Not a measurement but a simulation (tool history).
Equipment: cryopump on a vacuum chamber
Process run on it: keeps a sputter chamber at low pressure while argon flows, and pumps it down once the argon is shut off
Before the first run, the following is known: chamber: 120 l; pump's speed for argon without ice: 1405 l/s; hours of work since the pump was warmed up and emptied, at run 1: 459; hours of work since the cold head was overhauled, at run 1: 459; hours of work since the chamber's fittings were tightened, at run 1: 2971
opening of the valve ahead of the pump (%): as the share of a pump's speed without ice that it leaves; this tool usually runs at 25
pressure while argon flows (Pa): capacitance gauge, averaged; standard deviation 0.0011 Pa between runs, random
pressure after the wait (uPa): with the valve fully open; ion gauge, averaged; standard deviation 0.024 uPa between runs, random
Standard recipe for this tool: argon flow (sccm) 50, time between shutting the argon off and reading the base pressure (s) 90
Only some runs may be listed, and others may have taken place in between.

run   hour  argon flow (sccm)  time between shutting the argon off and reading the base pressure (s)  opening of the valve ahead of the pump (%)  hours of work since the pump was warmed up and emptied  hours of work since the cold head was overhauled  hours of work since the chamber's fittings were tightened  pressure while argon flows (Pa)  pressure after the wait (uPa)
  1    0.0                 50                                                                     90                                          25                                                     459                                               459                                                       2971                           0.2669                           4.50
  2   13.0                 50                                                                     90                                          25                                                     466                                               466                                                       2978                           0.2696                           4.45
  3   25.8                 50                                                                     90                                          25                                                     473                                               473                                                       2984                           0.2678                           4.54
  4   48.4                 50                                                                     90                                          53                                                     485                                               485                                                       2996                           0.1417                           4.45
  5   75.6                 50                                                                     90                                          53                                                     499                                               499                                                       3011                           0.1428                           4.59
  6   88.1                 50                                                                     22                                          53                                                     506                                               506                                                       3017                           0.1433                           7.03
  7  108.7                 50                                                                     22                                          53                                                     517                                               517                                                       3028                           0.1446                           6.92
  8  124.0                 50                                                                     90                                          25                                                     525                                               525                                                       3036                           0.2701                           4.83
  9  141.2                 50                                                                     90                                          25                                                     534                                               534                                                       3046                           0.2740                           4.79
 10  155.0                 50                                                                     90                                          25                                                     541                                               541                                                       3053                           0.2735                           4.80
 11  176.7                 50                                                                     90                                          25                                                     553                                               553                                                       3064                           0.2737                           4.77
 12  189.7                 50                                                                     90                                          27                                                     560                                               560                                                       3071                           0.2590                           4.93
     202.9  -- pump warmed up, emptied and cooled again
 13  210.7                 50                                                                     90                                          27                                                       4                                               568                                                       3080                           0.2245                           3.39
 14  222.4                 24                                                                     98                                          32                                                      10                                               575                                                       3086                           0.0914                           3.40
 15  234.0                 50                                                                     62                                          23                                                      17                                               581                                                       3092                           0.2629                           3.70
 16  258.5                 50                                                                     62                                          23                                                      30                                               594                                                       3105                           0.2631                           3.89
 17  281.7                 33                                                                     29                                          25                                                      42                                               606                                                       3118                           0.1601                           5.18
 18  294.9                 33                                                                     29                                          25                                                      49                                               613                                                       3125                           0.1602                           5.02
 19  311.7                 50                                                                    184                                          52                                                      58                                               622                                                       3133                           0.1183                           3.29
     326.1  -- leaking fittings of the chamber tightened, without venting
 20  339.4                 50                                                                     90                                          48                                                      71                                               636                                                          7                           0.1291                           0.97
 21  361.5                 62                                                                    104                                          20                                                      83                                               647                                                         19                           0.3778                           0.84
 22  372.7                 44                                                                    104                                          33                                                      89                                               653                                                         25                           0.1635                           0.90
 23  392.3                 48                                                                     84                                          27                                                      99                                               664                                                         35                           0.2184                           1.07
 24  414.6                 48                                                                     84                                          25                                                     111                                               676                                                         47                           0.2379                           1.07

Measured result minus the same run's result without the hidden state. Both carry the same run-to-run variation, though not necessarily the same gauge scatter:
The hidden state here: pump's speed, % of a pump's without ice; cold plate's temperature, K; leak into the chamber, uPa l/s; drift of the gauge itself on working_pa, %; drift of the gauge itself on base_upa, %.
run  pressure while argon flows (Pa)  pressure after the wait (uPa)
  1                          +0.0261                          +3.54
  2                          +0.0270                          +3.53
  3                          +0.0274                          +3.63
  4                          +0.0283                          +3.55
  5                          +0.0294                          +3.64
  6                          +0.0300                          +3.79
  7                          +0.0310                          +3.75
  8                          +0.0314                          +3.88
  9                          +0.0326                          +3.88
 10                          +0.0331                          +3.86
 11                          +0.0340                          +3.91
 12                          +0.0349                          +4.01
 13                          +0.0009                          +2.47
 14                          +0.0005                          +2.52
 15                          +0.0013                          +2.45
 16                          +0.0018                          +2.61
 17                          +0.0016                          +2.65
 18                          +0.0017                          +2.59
 19                          +0.0030                          +2.69
 20                          +0.0036                          +0.03
 21                          +0.0051                          +0.04
 22                          +0.0038                          +0.05
 23                          +0.0046                          +0.06
 24                          +0.0051                          +0.07

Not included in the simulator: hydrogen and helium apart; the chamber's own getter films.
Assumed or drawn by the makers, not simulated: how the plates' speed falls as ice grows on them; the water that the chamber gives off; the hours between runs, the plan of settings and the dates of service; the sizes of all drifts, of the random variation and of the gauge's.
